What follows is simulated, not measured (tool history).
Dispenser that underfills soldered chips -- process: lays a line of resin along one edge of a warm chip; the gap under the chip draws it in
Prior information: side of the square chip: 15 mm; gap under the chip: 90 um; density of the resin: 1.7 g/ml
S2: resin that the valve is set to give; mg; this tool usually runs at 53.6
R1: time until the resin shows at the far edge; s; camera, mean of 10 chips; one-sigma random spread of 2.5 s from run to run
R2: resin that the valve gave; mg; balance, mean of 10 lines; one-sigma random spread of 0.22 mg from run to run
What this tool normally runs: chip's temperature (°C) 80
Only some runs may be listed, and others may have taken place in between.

run 1 hour=0.0 | chip's_temperature_(°C)=80 S2=53.6 | R1=353.9 R2=52.11
-- hour=0.9 new syringe of resin
run 2 hour=7.1 | chip's_temperature_(°C)=80 S2=66.8 | R1=295.6 R2=64.66
-- hour=11.4 new syringe of resin
run 3 hour=13.7 | chip's_temperature_(°C)=80 S2=53.6 | R1=255.6 R2=51.52
run 4 hour=20.4 | chip's_temperature_(°C)=80 S2=51.4 | R1=349.5 R2=49.26
-- hour=22.1 new syringe of resin
run 5 hour=25.5 | chip's_temperature_(°C)=80 S2=51.4 | R1=275.0 R2=49.54
run 6 hour=29.0 | chip's_temperature_(°C)=80 S2=50.5 | R1=319.8 R2=48.20
-- hour=32.7 new syringe of resin
run 7 hour=36.0 | chip's_temperature_(°C)=80 S2=50.5 | R1=263.4 R2=48.22
run 8 hour=41.1 | chip's_temperature_(°C)=80 S2=53.6 | R1=324.4 R2=51.08
-- hour=43.4 new syringe of resin
run 9 hour=45.6 | chip's_temperature_(°C)=84 S2=53.0 | R1=207.9 R2=50.57
-- hour=47.2 dispensing valve cleaned and set on the balance
run 10 hour=52.4 | chip's_temperature_(°C)=74 S2=53.6 | R1=437.9 R2=53.52
-- hour=55.0 new syringe of resin
run 11 hour=59.2 | chip's_temperature_(°C)=78 S2=52.9 | R1=307.0 R2=52.71
run 12 hour=62.5 | chip's_temperature_(°C)=92 S2=46.0 | R1=183.4 R2=46.19
-- hour=65.5 new syringe of resin
run 13 hour=66.3 | chip's_temperature_(°C)=92 S2=46.0 | R1=135.4 R2=45.85
run 14 hour=72.2 | chip's_temperature_(°C)=67 S2=53.6 | R1=589.4 R2=53.12
-- hour=75.9 new syringe of resin
run 15 hour=79.4 | chip's_temperature_(°C)=92 S2=46.4 | R1=151.5 R2=46.21

The logged runs with the hidden state left out (each run's random variation unchanged):
What the log doesn't record here: resin's viscosity, % of fresh resin's; dose that the valve gives, % of what is set; true chip temperature over the reading, C; drift of the gauge itself on fill_s, %; drift of the gauge itself on given_mg, %.
run=1 R1=242.1 R2=53.95
run=2 R1=238.9 R2=67.08
run=3 R1=241.3 R2=53.54
run=4 R1=246.9 R2=51.29
run=5 R1=247.1 R2=51.66
run=6 R1=246.4 R2=50.31
run=7 R1=242.9 R2=50.43
run=8 R1=239.7 R2=53.51
run=9 R1=199.2 R2=53.04
run=10 R1=330.4 R2=53.56
run=11 R1=273.7 R2=52.83
run=12 R1=139.9 R2=46.34
run=13 R1=140.3 R2=46.05
run=14 R1=478.6 R2=53.44
run=15 R1=141.2 R2=46.58

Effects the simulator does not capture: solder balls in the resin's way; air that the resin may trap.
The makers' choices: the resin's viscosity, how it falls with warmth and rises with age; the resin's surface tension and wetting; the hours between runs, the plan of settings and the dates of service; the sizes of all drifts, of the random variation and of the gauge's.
